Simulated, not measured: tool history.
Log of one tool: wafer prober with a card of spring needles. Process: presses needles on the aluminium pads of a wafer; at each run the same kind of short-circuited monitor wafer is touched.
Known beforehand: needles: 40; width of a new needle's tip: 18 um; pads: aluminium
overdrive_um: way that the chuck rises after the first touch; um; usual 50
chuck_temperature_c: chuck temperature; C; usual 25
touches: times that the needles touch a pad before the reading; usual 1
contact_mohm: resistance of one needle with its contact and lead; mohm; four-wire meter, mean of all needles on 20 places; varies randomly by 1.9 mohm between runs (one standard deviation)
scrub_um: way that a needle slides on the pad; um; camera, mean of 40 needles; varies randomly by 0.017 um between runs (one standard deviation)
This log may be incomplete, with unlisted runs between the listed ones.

run	hour	overdrive_um	chuck_temperature_c	touches	contact_mohm	scrub_um
1	0.0	50	25	1	295	11.80
# hour 7.3: tips cleaned on abrasive film
2	9.7	50	25	2	222	11.82
3	18.8	50	25	2	258	11.84
# hour 27.2: tips cleaned on abrasive film
4	27.2	50	25	1	209	11.82
5	35.1	50	25	2	248	11.80
6	41.4	50	83	1	300	11.82
# hour 46.9: tips cleaned on abrasive film
7	46.9	50	83	1	215	11.80
8	54.1	50	43	1	269	11.76
9	60.6	50	25	1	297	11.82
# hour 67.4: tips cleaned on abrasive film
10	69.2	42	85	2	239	9.90
11	74.0	42	85	2	268	9.92
12	84.6	54	25	1	296	12.75

Run 13, settings as shown, results not yet in. Your forecast:
# hour 87.7: tips cleaned on abrasive film
13	94.3	32	28	1	?	?

{"run 13": {"contact_mohm": 367, "scrub_um": 7.52}}
With no hidden state in the tool, this same run would have given contact_mohm 205 mohm, scrub_um 7.58 um.
